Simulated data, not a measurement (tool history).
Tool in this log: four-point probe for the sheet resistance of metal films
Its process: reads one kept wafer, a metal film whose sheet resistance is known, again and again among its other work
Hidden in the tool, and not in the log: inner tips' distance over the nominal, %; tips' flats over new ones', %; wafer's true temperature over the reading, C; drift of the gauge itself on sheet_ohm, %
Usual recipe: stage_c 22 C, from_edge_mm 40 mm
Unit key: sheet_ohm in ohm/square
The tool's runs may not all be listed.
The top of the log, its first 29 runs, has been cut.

run,day,stage_c,from_edge_mm,touches since the probe head was changed,hours of work since the stage's thermometer was calibrated,sheet_ohm
30,65.521,24,6,127192,151,1.567031
# day 66.912: new probe head fitted
31,67.112,34,6,212,173,1.550809
32,70.288,34,6,3532,218,1.550867
33,71.95,19,7,5269,242,1.558289
34,74.429,22,5,7859,277,1.563745
35,75.942,24,7,9440,298,1.55551
36,77.483,24,4,11053,320,1.569549
37,78.904,24,4,12540,340,1.569508
38,81.821,27,40,15589,382,1.547303
39,83.358,24,4,17194,403,1.569564

Here are 3 independent what-if runs from the current tool condition. What would each one return?
A,85.971,22,40,19927,440,?
B,85.971,19,4,19927,440,?
C,85.971,27,7,19927,440,?

run,sheet_ohm
A,1.551224
B,1.573304
C,1.553603
The same runs, with their run-to-run variation unchanged, on a tool lacking any hidden condition would have given:
run,sheet_ohm
A,1.551241
B,1.573322
C,1.553619

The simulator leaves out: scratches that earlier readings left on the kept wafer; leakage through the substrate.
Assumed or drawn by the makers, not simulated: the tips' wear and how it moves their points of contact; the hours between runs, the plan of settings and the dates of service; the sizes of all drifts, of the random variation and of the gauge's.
